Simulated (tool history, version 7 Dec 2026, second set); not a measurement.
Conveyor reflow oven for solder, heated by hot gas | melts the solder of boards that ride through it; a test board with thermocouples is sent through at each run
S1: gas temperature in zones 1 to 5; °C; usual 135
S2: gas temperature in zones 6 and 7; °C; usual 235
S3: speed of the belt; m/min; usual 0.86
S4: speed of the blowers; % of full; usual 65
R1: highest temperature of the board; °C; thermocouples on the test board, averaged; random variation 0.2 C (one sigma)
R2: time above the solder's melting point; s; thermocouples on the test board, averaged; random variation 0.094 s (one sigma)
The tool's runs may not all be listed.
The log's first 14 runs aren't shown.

run 15 hour=151.6 | S1=135 S2=235 S3=0.86 S4=65 | R1=216.7 R2=40.83
run 16 hour=158 | S1=135 S2=235 S3=0.86 S4=65 | R1=216.6 R2=40.84
run 17 hour=172.4 | S1=135 S2=235 S3=0.86 S4=65 | R1=216.1 R2=40.6
run 18 hour=183.5 | S1=120 S2=246 S3=0.7 S4=65 | R1=230.5 R2=55.47
run 19 hour=190.6 | S1=120 S2=246 S3=0.7 S4=65 | R1=230.8 R2=55.7
run 20 hour=197.6 | S1=143 S2=235 S3=0.86 S4=65 | R1=217.7 R2=43.58
run 21 hour=205.8 | S1=135 S2=235 S3=0.86 S4=79 | R1=218.6 R2=42.55
run 22 hour=217 | S1=142 S2=235 S3=0.86 S4=65 | R1=216.9 R2=43.07
run 23 hour=230.4 | S1=146 S2=244 S3=0.957 S4=65 | R1=222.4 R2=41.62
run 24 hour=240.3 | S1=148 S2=227 S3=0.86 S4=58 | R1=209.8 R2=40.07
run 25 hour=247.2 | S1=135 S2=235 S3=0.86 S4=70 | R1=217 R2=41.01
run 26 hour=257.4 | S1=142 S2=231 S3=0.734 S4=81 | R1=220.4 R2=53.81
run 27 hour=265 | S1=142 S2=231 S3=1.002 S4=60 | R1=207.2 R2=29.82

The next listed run, before its measurement:
run 28 hour=275.8 | S1=129 S2=231 S3=0.855 S4=60 | R1=? R2=?

R1: 210.2 °C
R2: 34.95 s
Without the tool's hidden state the same run would have given R1 212.3 °C, R2 36.35 s.
